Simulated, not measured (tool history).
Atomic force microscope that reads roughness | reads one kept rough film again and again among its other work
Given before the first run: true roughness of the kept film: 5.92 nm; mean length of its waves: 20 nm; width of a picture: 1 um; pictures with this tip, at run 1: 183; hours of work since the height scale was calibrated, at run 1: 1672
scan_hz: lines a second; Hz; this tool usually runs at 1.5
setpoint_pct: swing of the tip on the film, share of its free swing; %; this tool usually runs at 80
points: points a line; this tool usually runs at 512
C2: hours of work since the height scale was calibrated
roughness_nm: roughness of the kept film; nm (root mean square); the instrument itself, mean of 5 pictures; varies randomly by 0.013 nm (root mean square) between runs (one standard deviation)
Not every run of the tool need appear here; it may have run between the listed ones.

run 1 hour=0 | scan_hz=1.5 setpoint_pct=80 points=512 | pictures_with_this_tip=183 C2=1672 | roughness_nm=2.553
run 2 hour=62.3 | scan_hz=1.5 setpoint_pct=80 points=485 | pictures_with_this_tip=285 C2=1709 | roughness_nm=2.252
-- hour=124.6 new tip fitted
run 3 hour=135 | scan_hz=1.5 setpoint_pct=80 points=512 | pictures_with_this_tip=17 C2=1750 | roughness_nm=2.937
run 4 hour=201.5 | scan_hz=1.5 setpoint_pct=80 points=512 | pictures_with_this_tip=124 C2=1789 | roughness_nm=2.56
run 5 hour=241.3 | scan_hz=1.5 setpoint_pct=80 points=512 | pictures_with_this_tip=189 C2=1812 | roughness_nm=2.392
-- hour=248.3 height scale calibrated on a step standard
run 6 hour=281.9 | scan_hz=1.5 setpoint_pct=80 points=512 | pictures_with_this_tip=253 C2=19 | roughness_nm=2.197
run 7 hour=313.4 | scan_hz=1.24 setpoint_pct=80 points=584 | pictures_with_this_tip=304 C2=38 | roughness_nm=2.152
run 8 hour=351.4 | scan_hz=0.76 setpoint_pct=80 points=512 | pictures_with_this_tip=366 C2=60 | roughness_nm=2.116
-- hour=363.7 new tip fitted
run 9 hour=382.4 | scan_hz=0.76 setpoint_pct=80 points=512 | pictures_with_this_tip=30 C2=77 | roughness_nm=3.166
run 10 hour=421.5 | scan_hz=3.85 setpoint_pct=68 points=512 | pictures_with_this_tip=94 C2=100 | roughness_nm=2.54
run 11 hour=469.4 | scan_hz=3.85 setpoint_pct=68 points=512 | pictures_with_this_tip=171 C2=127 | roughness_nm=2.315
run 12 hour=524.5 | scan_hz=3.85 setpoint_pct=68 points=512 | pictures_with_this_tip=261 C2=159 | roughness_nm=2.112

Run by run, hidden condition taken away, random variation retained:
Unlogged tool condition in this case: radius of the tip, nm; height scale over the true one, %; drift of the gauge itself on roughness_nm, %.
run=1 roughness_nm=3.159
run=2 roughness_nm=3.145
run=3 roughness_nm=3.162
run=4 roughness_nm=3.158
run=5 roughness_nm=3.174
run=6 roughness_nm=3.159
run=7 roughness_nm=3.256
run=8 roughness_nm=3.404
run=9 roughness_nm=3.422
run=10 roughness_nm=3.022
run=11 roughness_nm=3.012
run=12 roughness_nm=3.032
